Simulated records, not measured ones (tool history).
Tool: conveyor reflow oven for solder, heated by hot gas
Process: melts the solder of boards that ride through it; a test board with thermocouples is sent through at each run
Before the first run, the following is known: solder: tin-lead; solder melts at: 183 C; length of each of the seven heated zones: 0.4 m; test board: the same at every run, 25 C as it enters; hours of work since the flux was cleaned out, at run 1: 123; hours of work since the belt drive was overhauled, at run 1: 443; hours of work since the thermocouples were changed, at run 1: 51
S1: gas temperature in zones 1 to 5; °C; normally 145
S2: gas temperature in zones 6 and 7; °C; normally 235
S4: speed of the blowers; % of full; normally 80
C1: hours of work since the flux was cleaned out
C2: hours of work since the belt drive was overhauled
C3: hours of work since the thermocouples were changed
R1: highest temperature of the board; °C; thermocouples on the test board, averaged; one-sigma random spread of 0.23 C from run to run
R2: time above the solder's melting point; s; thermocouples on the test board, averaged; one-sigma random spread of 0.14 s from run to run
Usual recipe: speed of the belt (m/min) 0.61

{"run": 1, "hour": 0.0, "S1": 145, "S2": 235, "speed of the belt (m/min)": 0.61, "S4": 80, "C1": 123, "C2": 443, "C3": 51, "R1": 221.1, "R2": 64.9}
{"run": 2, "hour": 14.9, "S1": 145, "S2": 235, "speed of the belt (m/min)": 0.61, "S4": 80, "C1": 134, "C2": 453, "C3": 62, "R1": 221, "R2": 65.2}
{"run": 3, "hour": 27.4, "S1": 145, "S2": 235, "speed of the belt (m/min)": 0.61, "S4": 80, "C1": 142, "C2": 462, "C3": 71, "R1": 221, "R2": 64.7}
{"run": 4, "hour": 45.6, "S1": 145, "S2": 235, "speed of the belt (m/min)": 0.61, "S4": 80, "C1": 155, "C2": 475, "C3": 84, "R1": 221.4, "R2": 65}
{"run": 5, "hour": 63.1, "S1": 145, "S2": 235, "speed of the belt (m/min)": 0.61, "S4": 80, "C1": 168, "C2": 488, "C3": 96, "R1": 221, "R2": 64.8}
{"hour": 73.7, "done": "flux residue cleaned out of gas plates and filters"}
{"run": 6, "hour": 81.7, "S1": 145, "S2": 235, "speed of the belt (m/min)": 0.61, "S4": 80, "C1": 6, "C2": 497, "C3": 106, "R1": 221.4, "R2": 65.8}
{"run": 7, "hour": 90.5, "S1": 145, "S2": 235, "speed of the belt (m/min)": 0.61, "S4": 89, "C1": 12, "C2": 504, "C3": 112, "R1": 223.2, "R2": 66.7}
{"run": 8, "hour": 104.6, "S1": 145, "S2": 235, "speed of the belt (m/min)": 0.61, "S4": 89, "C1": 22, "C2": 514, "C3": 122, "R1": 223.5, "R2": 67}
{"run": 9, "hour": 117.0, "S1": 145, "S2": 235, "speed of the belt (m/min)": 0.61, "S4": 80, "C1": 31, "C2": 522, "C3": 131, "R1": 221.2, "R2": 65.8}
{"run": 10, "hour": 135.7, "S1": 145, "S2": 235, "speed of the belt (m/min)": 0.61, "S4": 80, "C1": 44, "C2": 536, "C3": 144, "R1": 221.6, "R2": 65.6}
{"run": 11, "hour": 150.2, "S1": 145, "S2": 235, "speed of the belt (m/min)": 0.61, "S4": 81, "C1": 55, "C2": 546, "C3": 155, "R1": 221.8, "R2": 65.5}
{"run": 12, "hour": 160.1, "S1": 145, "S2": 235, "speed of the belt (m/min)": 0.61, "S4": 81, "C1": 62, "C2": 553, "C3": 162, "R1": 221.6, "R2": 65.7}
{"run": 13, "hour": 175.3, "S1": 145, "S2": 235, "speed of the belt (m/min)": 0.61, "S4": 81, "C1": 72, "C2": 564, "C3": 173, "R1": 221.3, "R2": 65.6}
{"run": 14, "hour": 186.2, "S1": 145, "S2": 235, "speed of the belt (m/min)": 0.61, "S4": 81, "C1": 80, "C2": 572, "C3": 180, "R1": 221.7, "R2": 65.6}
{"run": 15, "hour": 194.4, "S1": 139, "S2": 235, "speed of the belt (m/min)": 0.61, "S4": 80, "C1": 86, "C2": 578, "C3": 186, "R1": 220.3, "R2": 62.1}
{"run": 16, "hour": 211.7, "S1": 139, "S2": 235, "speed of the belt (m/min)": 0.61, "S4": 80, "C1": 98, "C2": 590, "C3": 199, "R1": 220.5, "R2": 62.4}
{"run": 17, "hour": 221.5, "S1": 147, "S2": 236, "speed of the belt (m/min)": 0.673, "S4": 66, "C1": 105, "C2": 597, "C3": 205, "R1": 215.5, "R2": 55}
{"run": 18, "hour": 240.3, "S1": 147, "S2": 236, "speed of the belt (m/min)": 0.673, "S4": 66, "C1": 119, "C2": 610, "C3": 219, "R1": 216.1, "R2": 54.9}
{"run": 19, "hour": 253.9, "S1": 147, "S2": 236, "speed of the belt (m/min)": 0.673, "S4": 66, "C1": 128, "C2": 620, "C3": 229, "R1": 215.4, "R2": 55}
{"run": 20, "hour": 266.0, "S1": 151, "S2": 235, "speed of the belt (m/min)": 0.61, "S4": 52, "C1": 137, "C2": 629, "C3": 237, "R1": 213.9, "R2": 61}
{"run": 21, "hour": 280.9, "S1": 152, "S2": 235, "speed of the belt (m/min)": 0.61, "S4": 52, "C1": 148, "C2": 639, "C3": 248, "R1": 214, "R2": 61.3}
{"run": 22, "hour": 292.0, "S1": 142, "S2": 238, "speed of the belt (m/min)": 0.553, "S4": 73, "C1": 156, "C2": 647, "C3": 256, "R1": 224.5, "R2": 73.4}
{"run": 23, "hour": 310.3, "S1": 142, "S2": 238, "speed of the belt (m/min)": 0.553, "S4": 73, "C1": 169, "C2": 660, "C3": 269, "R1": 224.4, "R2": 73.3}
{"hour": 320.5, "done": "flux residue cleaned out of gas plates and filters"}
{"run": 24, "hour": 332.6, "S1": 145, "S2": 235, "speed of the belt (m/min)": 0.61, "S4": 89, "C1": 9, "C2": 673, "C3": 281, "R1": 223.5, "R2": 67}
{"run": 25, "hour": 341.5, "S1": 144, "S2": 240, "speed of the belt (m/min)": 0.61, "S4": 52, "C1": 15, "C2": 679, "C3": 287, "R1": 216.9, "R2": 60.2}
{"run": 26, "hour": 350.2, "S1": 144, "S2": 240, "speed of the belt (m/min)": 0.61, "S4": 52, "C1": 21, "C2": 685, "C3": 294, "R1": 216.5, "R2": 60}
{"run": 27, "hour": 365.8, "S1": 144, "S2": 240, "speed of the belt (m/min)": 0.61, "S4": 52, "C1": 32, "C2": 696, "C3": 305, "R1": 216.4, "R2": 60}
{"run": 28, "hour": 384.5, "S1": 144, "S2": 240, "speed of the belt (m/min)": 0.67, "S4": 87, "C1": 46, "C2": 710, "C3": 318, "R1": 224.1, "R2": 60.6}
{"run": 29, "hour": 398.1, "S1": 141, "S2": 235, "speed of the belt (m/min)": 0.61, "S4": 80, "C1": 55, "C2": 719, "C3": 328, "R1": 220.5, "R2": 63.6}
{"run": 30, "hour": 406.8, "S1": 141, "S2": 243, "speed of the belt (m/min)": 0.664, "S4": 80, "C1": 62, "C2": 725, "C3": 334, "R1": 224.7, "R2": 60.3}
{"run": 31, "hour": 418.8, "S1": 141, "S2": 243, "speed of the belt (m/min)": 0.521, "S4": 80, "C1": 70, "C2": 734, "C3": 343, "R1": 231.6, "R2": 82.7}

What if the next run were any one of these 4? Each begins from the tool's condition after run 31:
{"run": "A", "hour": 427.8, "S1": 141, "S2": 223, "speed of the belt (m/min)": 0.52, "S4": 80, "C1": 76, "C2": 740, "C3": 349, "R1": "?", "R2": "?"}
{"run": "B", "hour": 427.8, "S1": 145, "S2": 248, "speed of the belt (m/min)": 0.61, "S4": 83, "C1": 76, "C2": 740, "C3": 349, "R1": "?", "R2": "?"}
{"run": "C", "hour": 427.8, "S1": 141, "S2": 243, "speed of the belt (m/min)": 0.521, "S4": 72, "C1": 76, "C2": 740, "C3": 349, "R1": "?", "R2": "?"}
{"run": "D", "hour": 427.8, "S1": 132, "S2": 226, "speed of the belt (m/min)": 0.61, "S4": 80, "C1": 76, "C2": 740, "C3": 349, "R1": "?", "R2": "?"}

run=A R1=213.5 R2=69.9
run=B R1=233.3 R2=72.3
run=C R1=230 R2=81.3
run=D R1=211.1 R2=52.9
Take away the tool's hidden state, keep each run's random variation, and the runs would have read:
run=A R1=214.5 R2=70.2
run=B R1=234.3 R2=72.2
run=C R1=230.9 R2=81.2
run=D R1=212.1 R2=53.4
